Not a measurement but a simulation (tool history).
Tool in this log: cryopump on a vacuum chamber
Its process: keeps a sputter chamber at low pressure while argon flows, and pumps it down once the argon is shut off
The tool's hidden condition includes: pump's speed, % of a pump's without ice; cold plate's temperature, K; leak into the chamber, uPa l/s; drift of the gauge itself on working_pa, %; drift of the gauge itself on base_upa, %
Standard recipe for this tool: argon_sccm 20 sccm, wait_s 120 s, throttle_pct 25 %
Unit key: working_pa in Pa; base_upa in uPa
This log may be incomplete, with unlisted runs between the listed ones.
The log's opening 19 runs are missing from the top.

run   hour  argon_sccm  wait_s  throttle_pct  hours of work since the pump was warmed up and emptied  hours of work since the cold head was overhauled  hours of work since the chamber's fittings were tightened  working_pa  base_upa
 20  284.9          12      46            51                                                     348                                               348                                                       1211      0.0213      1.44
 21  304.5          32      30            38                                                     364                                               364                                                       1227      0.0754      1.82
 22  318.7          32      30            38                                                     376                                               376                                                       1239      0.0757      1.85
 23  334.6          23     120            35                                                     388                                               388                                                       1252      0.0588      1.10
 24  353.8          20     120            22                                                     404                                               404                                                       1267      0.0787      1.11
 25  374.2          20     120            22                                                     421                                               421                                                       1284      0.0798      1.18
 26  385.2          12      78            37                                                     430                                               430                                                       1293      0.0292      1.38
 27  394.6          14     165            32                                                     437                                               437                                                       1300      0.0394      1.10
 28  416.1          19      56            32                                                     455                                               455                                                       1318      0.0528      1.45
 29  436.7          20     133            25                                                     471                                               471                                                       1335      0.0708      1.19
 30  454.6          15     209            25                                                     486                                               486                                                       1349      0.0535      1.10
 31  469.4          13      64            16                                                     498                                               498                                                       1361      0.0707      1.46
 32  485.0          13      38            36                                                     511                                               511                                                       1374      0.0331      1.75
 33  500.6          20     135            25                                                     523                                               523                                                       1387      0.0711      1.25
 34  521.8          36      79            41                                                     541                                               541                                                       1404      0.0817      1.45

Alternative continuations, all from the tool just after run 34; predict every row:
  A  541.0          23      79            41                                                     556                                               556                                                       1419           ?         ?
  B  541.0          20      98            46                                                     556                                               556                                                       1419           ?         ?
  C  541.0          40      79            41                                                     556                                               556                                                       1419           ?         ?

run  working_pa  base_upa
  A      0.0527      1.47
  B      0.0411      1.29
  C      0.0915      1.43
Without the tool's hidden state the same runs would have given:
run  working_pa  base_upa
  A      0.0476      0.54
  B      0.0366      0.39
  C      0.0826      0.53
